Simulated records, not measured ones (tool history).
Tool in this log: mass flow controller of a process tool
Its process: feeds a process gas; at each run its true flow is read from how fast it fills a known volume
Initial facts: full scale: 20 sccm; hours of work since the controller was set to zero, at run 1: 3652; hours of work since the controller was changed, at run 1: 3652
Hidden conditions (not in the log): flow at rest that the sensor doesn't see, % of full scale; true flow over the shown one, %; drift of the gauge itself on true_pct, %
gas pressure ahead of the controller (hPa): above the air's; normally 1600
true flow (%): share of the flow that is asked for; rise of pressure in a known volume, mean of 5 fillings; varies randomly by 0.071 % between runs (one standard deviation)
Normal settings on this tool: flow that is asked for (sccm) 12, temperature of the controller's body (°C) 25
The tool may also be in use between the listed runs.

run	hour	flow that is asked for (sccm)	gas pressure ahead of the controller (hPa)	temperature of the controller's body (°C)	hours of work since the controller was set to zero	hours of work since the controller was changed	true flow (%)
1	0	12	1600	25	3652	3652	99.08
2	248	12	1600	25	3847	3847	98.94
3	400.2	12	1600	25	3968	3968	98.95
4	535.5	12	1600	25	4074	4074	99
5	814.4	12	1600	25	4295	4295	98.8
6	1000.6	12	1600	25	4442	4442	99
7	1260.2	12	2570	25	4647	4647	99.4
8	1567.7	12	2570	25	4889	4889	99.21
9	1863.6	12	2570	25	5123	5123	99.12
10	2052	12	2570	25	5272	5272	99.07
11	2346.2	12	2570	25	5504	5504	98.99
12	2525	12	2570	25	5645	5645	99.01
13	2761.6	12	2570	25	5832	5832	98.98
14	3032.6	12	1600	25	6046	6046	98.47
15	3273.2	12	1600	37	6236	6236	97.78
# hour 3302.5: controller's zero set anew
16	3405.5	12	1600	37	81	6340	96.24
17	3654.1	12	1600	37	278	6536	96.18
18	3805.5	12	1600	37	397	6656	96.12
19	3965.7	12	1600	25	524	6782	96.92
20	4096.1	12	1600	25	626	6885	96.8
# hour 4143: controller's zero set anew, once more
21	4340.5	15	1600	25	156	7078	100.66
22	4470.7	15	1600	25	259	7180	100.7
23	4781.7	15	1600	25	504	7426	100.51
24	4925.7	15	1600	25	618	7540	100.81

The next listed run, before its measurement:
25	5159.2	2	1600	24	802	7724	?

true flow (%): 98.95
The same run, on a tool lacking any hidden state, would have yielded true flow (%) 99.58.

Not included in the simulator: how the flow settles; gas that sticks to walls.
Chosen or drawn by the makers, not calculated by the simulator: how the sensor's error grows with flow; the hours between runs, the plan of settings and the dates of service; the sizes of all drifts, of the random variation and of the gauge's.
